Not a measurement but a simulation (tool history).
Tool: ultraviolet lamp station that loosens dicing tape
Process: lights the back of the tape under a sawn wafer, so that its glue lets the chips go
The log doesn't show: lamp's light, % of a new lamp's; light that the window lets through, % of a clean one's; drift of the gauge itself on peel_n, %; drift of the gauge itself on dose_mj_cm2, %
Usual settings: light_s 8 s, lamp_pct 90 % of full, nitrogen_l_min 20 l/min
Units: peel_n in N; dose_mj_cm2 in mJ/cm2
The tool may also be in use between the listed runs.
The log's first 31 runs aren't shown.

run,hour,light_s,lamp_pct,nitrogen_l_min,hours of work of the lamp,hours of work since the window was cleaned,peel_n,dose_mj_cm2
32,1218.0,11,78,7,664,227,0.500,604
33,1262.1,5,74,9,683,245,2.132,258
34,1316.3,11,90,20,705,268,0.164,694
35,1359.9,11,90,20,724,286,0.173,691
36,1399.7,11,90,20,740,303,0.170,689
37,1434.3,11,90,9,755,317,0.291,695
38,1465.0,4,86,9,768,330,2.333,242
39,1517.0,4,86,7,789,352,2.689,239

The next listed run, before its measurement:
40,1540.2,7,90,20,799,362,?,?

{"run 40": {"peel_n": 0.419, "dose_mj_cm2": 436}}
Without the tool's hidden state the same run would have given peel_n 0.415 N, dose_mj_cm2 438 mJ/cm2.
